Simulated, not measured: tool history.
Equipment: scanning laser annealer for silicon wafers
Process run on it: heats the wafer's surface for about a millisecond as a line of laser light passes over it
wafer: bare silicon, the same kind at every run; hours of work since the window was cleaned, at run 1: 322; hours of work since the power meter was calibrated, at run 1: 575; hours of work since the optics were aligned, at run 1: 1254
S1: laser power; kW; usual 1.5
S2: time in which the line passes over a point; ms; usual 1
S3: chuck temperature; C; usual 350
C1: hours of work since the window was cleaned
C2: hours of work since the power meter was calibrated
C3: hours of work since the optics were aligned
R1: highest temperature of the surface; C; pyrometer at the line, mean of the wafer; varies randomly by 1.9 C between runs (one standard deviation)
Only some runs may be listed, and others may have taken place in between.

| run | hour | S1 | S2 | S3 | C1 | C2 | C3 | R1 |
|---|---|---|---|---|---|---|---|---|
| 1 | 0 | 1.5 | 1 | 350 | 322 | 575 | 1254 | 1094 |
| 2 | 19.2 | 1.5 | 1 | 350 | 336 | 589 | 1268 | 1092 |
| 3 | 38 | 1.5 | 1 | 350 | 349 | 603 | 1281 | 1095 |
| 4 | 56 | 1.5 | 1 | 350 | 362 | 615 | 1294 | 1094 |
| 5 | 76.2 | 1.5 | 1 | 350 | 376 | 630 | 1308 | 1091 |
|  | 91.7 | window over the wafer cleaned |
| 6 | 101.5 | 1.5 | 1 | 350 | 7 | 646 | 1325 | 1092 |
| 7 | 123.2 | 1.5 | 1 | 350 | 22 | 662 | 1340 | 1090 |
| 8 | 145.6 | 1.5 | 1 | 350 | 38 | 678 | 1356 | 1092 |
| 9 | 169.2 | 1.5 | 1 | 350 | 55 | 694 | 1373 | 1089 |
| 10 | 193.8 | 1.5 | 1 | 350 | 73 | 712 | 1391 | 1089 |
| 11 | 207.6 | 1.5 | 1 | 350 | 82 | 722 | 1400 | 1093 |
| 12 | 229.9 | 1.5 | 1 | 350 | 98 | 738 | 1416 | 1090 |
| 13 | 244.8 | 1.5 | 1 | 350 | 109 | 748 | 1427 | 1089 |
| 14 | 263.9 | 1.5 | 1 | 350 | 122 | 762 | 1440 | 1092 |
| 15 | 288.3 | 1.5 | 1 | 350 | 140 | 779 | 1458 | 1089 |
| 16 | 307.5 | 1.5 | 1 | 361 | 154 | 793 | 1472 | 1103 |
| 17 | 325.1 | 1.507 | 1 | 361 | 166 | 805 | 1484 | 1107 |
| 18 | 350.2 | 1.507 | 1 | 361 | 184 | 823 | 1502 | 1107 |
| 19 | 369.5 | 1.507 | 1.07 | 312 | 198 | 837 | 1516 | 1085 |
| 20 | 394.5 | 1.555 | 0.94 | 339 | 215 | 855 | 1533 | 1084 |
| 21 | 419.3 | 1.555 | 0.94 | 360 | 233 | 872 | 1551 | 1103 |
| 22 | 434.9 | 1.555 | 0.94 | 360 | 244 | 883 | 1562 | 1105 |
| 23 | 459.9 | 1.555 | 0.94 | 360 | 262 | 901 | 1580 | 1105 |
| 24 | 478.3 | 1.377 | 0.94 | 360 | 275 | 914 | 1593 | 1016 |
| 25 | 496.1 | 1.377 | 0.78 | 348 | 288 | 927 | 1606 | 944 |
| 26 | 508.6 | 1.647 | 1.12 | 350 | 297 | 936 | 1615 | 1221 |

Run 27 is up next; what results do you expect?
|  | 533.4 | optics aligned, line set to its width |
| 27 | 534 | 1.424 | 0.94 | 348 | 311 | 950 | 0 | ? |

R1: 1029 C
With the hidden condition absent and the run-to-run variation left alone, this run would have shown R1 1030 C.
